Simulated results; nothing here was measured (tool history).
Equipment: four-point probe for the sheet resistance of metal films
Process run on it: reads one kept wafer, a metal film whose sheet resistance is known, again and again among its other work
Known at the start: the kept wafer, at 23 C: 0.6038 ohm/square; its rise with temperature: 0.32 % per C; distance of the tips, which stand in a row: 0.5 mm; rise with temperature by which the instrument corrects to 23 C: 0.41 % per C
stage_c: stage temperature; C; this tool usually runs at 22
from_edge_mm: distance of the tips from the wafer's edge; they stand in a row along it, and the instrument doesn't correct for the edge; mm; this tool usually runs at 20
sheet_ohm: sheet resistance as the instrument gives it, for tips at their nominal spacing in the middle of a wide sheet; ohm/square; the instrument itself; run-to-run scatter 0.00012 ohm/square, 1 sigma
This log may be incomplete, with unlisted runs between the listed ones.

run 1 hour=0.0 | stage_c=22 from_edge_mm=20 | sheet_ohm=0.604709
run 2 hour=53.2 | stage_c=22 from_edge_mm=20 | sheet_ohm=0.604427
run 3 hour=121.7 | stage_c=22 from_edge_mm=20 | sheet_ohm=0.604607
run 4 hour=161.4 | stage_c=22 from_edge_mm=20 | sheet_ohm=0.604676
run 5 hour=213.7 | stage_c=21 from_edge_mm=20 | sheet_ohm=0.604937
run 6 hour=276.0 | stage_c=22 from_edge_mm=20 | sheet_ohm=0.604526
run 7 hour=310.0 | stage_c=22 from_edge_mm=20 | sheet_ohm=0.604398
run 8 hour=348.3 | stage_c=22 from_edge_mm=4 | sheet_ohm=0.609562
run 9 hour=401.0 | stage_c=22 from_edge_mm=4 | sheet_ohm=0.609250
run 10 hour=469.0 | stage_c=22 from_edge_mm=4 | sheet_ohm=0.609346
run 11 hour=502.3 | stage_c=22 from_edge_mm=4 | sheet_ohm=0.609182
run 12 hour=560.5 | stage_c=22 from_edge_mm=4 | sheet_ohm=0.609316
run 13 hour=605.1 | stage_c=22 from_edge_mm=4 | sheet_ohm=0.609113
run 14 hour=679.2 | stage_c=22 from_edge_mm=4 | sheet_ohm=0.609414
run 15 hour=728.1 | stage_c=20 from_edge_mm=20 | sheet_ohm=0.605461
run 16 hour=765.5 | stage_c=20 from_edge_mm=20 | sheet_ohm=0.605655
run 17 hour=837.2 | stage_c=20 from_edge_mm=20 | sheet_ohm=0.605467
run 18 hour=894.3 | stage_c=20 from_edge_mm=20 | sheet_ohm=0.605628
run 19 hour=956.2 | stage_c=20 from_edge_mm=20 | sheet_ohm=0.605474
run 20 hour=1028.3 | stage_c=31 from_edge_mm=20 | sheet_ohm=0.599363
-- hour=1073.2 new probe head fitted
run 21 hour=1100.1 | stage_c=32 from_edge_mm=8 | sheet_ohm=0.600287
run 22 hour=1167.6 | stage_c=29 from_edge_mm=15 | sheet_ohm=0.600735
run 23 hour=1246.3 | stage_c=23 from_edge_mm=8 | sheet_ohm=0.604976
run 24 hour=1311.3 | stage_c=23 from_edge_mm=8 | sheet_ohm=0.605176
run 25 hour=1362.4 | stage_c=20 from_edge_mm=64 | sheet_ohm=0.605512
run 26 hour=1437.6 | stage_c=20 from_edge_mm=64 | sheet_ohm=0.605469
run 27 hour=1506.7 | stage_c=35 from_edge_mm=19 | sheet_ohm=0.597712
run 28 hour=1539.9 | stage_c=32 from_edge_mm=8 | sheet_ohm=0.600194
run 29 hour=1583.3 | stage_c=25 from_edge_mm=9 | sheet_ohm=0.603465
run 30 hour=1647.3 | stage_c=23 from_edge_mm=11 | sheet_ohm=0.604284
run 31 hour=1691.8 | stage_c=22 from_edge_mm=5 | sheet_ohm=0.607367
run 32 hour=1726.1 | stage_c=32 from_edge_mm=18 | sheet_ohm=0.599029
run 33 hour=1785.4 | stage_c=30 from_edge_mm=4 | sheet_ohm=0.604815
run 34 hour=1837.3 | stage_c=30 from_edge_mm=4 | sheet_ohm=0.604738
run 35 hour=1887.0 | stage_c=30 from_edge_mm=4 | sheet_ohm=0.604805
run 36 hour=1918.7 | stage_c=30 from_edge_mm=21 | sheet_ohm=0.600086
run 37 hour=1958.7 | stage_c=22 from_edge_mm=20 | sheet_ohm=0.604196
run 38 hour=2020.9 | stage_c=21 from_edge_mm=7 | sheet_ohm=0.606528
run 39 hour=2066.9 | stage_c=33 from_edge_mm=45 | sheet_ohm=0.598342

Branching from run 39: 5 alternative next runs. What would each branch give?
run A hour=2130.8 | stage_c=31 from_edge_mm=10 | sheet_ohm=?
run B hour=2130.8 | stage_c=22 from_edge_mm=12 | sheet_ohm=?
run C hour=2130.8 | stage_c=33 from_edge_mm=5 | sheet_ohm=?
run D hour=2130.8 | stage_c=30 from_edge_mm=44 | sheet_ohm=?
run E hour=2130.8 | stage_c=33 from_edge_mm=3 | sheet_ohm=?

run=A sheet_ohm=0.600075
run=B sheet_ohm=0.604718
run=C sheet_ohm=0.601549
run=D sheet_ohm=0.599927
run=E sheet_ohm=0.606961
With no hidden state in the tool, these same runs would have given:
run=A sheet_ohm=0.600287
run=B sheet_ohm=0.604931
run=C sheet_ohm=0.601761
run=D sheet_ohm=0.600139
run=E sheet_ohm=0.607175

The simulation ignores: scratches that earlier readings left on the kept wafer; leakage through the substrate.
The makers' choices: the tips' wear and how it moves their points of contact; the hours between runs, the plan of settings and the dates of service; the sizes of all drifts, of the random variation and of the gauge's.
